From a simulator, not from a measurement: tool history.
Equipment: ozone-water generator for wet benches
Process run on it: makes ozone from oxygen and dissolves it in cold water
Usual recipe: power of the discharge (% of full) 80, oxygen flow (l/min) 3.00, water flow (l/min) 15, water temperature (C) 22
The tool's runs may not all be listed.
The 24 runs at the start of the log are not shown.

run,day,power of the discharge (% of full),oxygen flow (l/min),water flow (l/min),water temperature (C),dissolved ozone (ppm),ozone in the gas ahead of the water (g/m3)
25,93.738,71,2.36,19,16,10.3,180.5
26,98.475,42,3.00,15,20,10.0,121.5
27,102.104,80,2.98,17,16,13.4,176.3
28,105.800,80,2.08,17,28,10.7,200.5
29,110.358,42,1.71,21,20,5.9,152.5
30,115.246,59,1.71,16,20,9.8,183.7
31,121.233,59,1.71,16,20,9.6,181.8
32,125.604,59,1.71,16,20,9.4,180.9

Consider 3 possible next runs. They are alternatives, not a sequence: every one starts from the tool as it was left by run 32. What does each give?
A,131.533,59,3.77,23,29,?,?
B,131.533,80,3.73,13,22,?,?
C,131.533,58,1.71,16,20,?,?

run,dissolved ozone (ppm),ozone in the gas ahead of the water (g/m3)
A,7.4,131.7
B,15.9,159.0
C,9.5,180.9
Had the tool no hidden state, the same runs would have come out as:
run,dissolved ozone (ppm),ozone in the gas ahead of the water (g/m3)
A,9.0,145.0
B,19.3,178.4
C,11.4,199.1

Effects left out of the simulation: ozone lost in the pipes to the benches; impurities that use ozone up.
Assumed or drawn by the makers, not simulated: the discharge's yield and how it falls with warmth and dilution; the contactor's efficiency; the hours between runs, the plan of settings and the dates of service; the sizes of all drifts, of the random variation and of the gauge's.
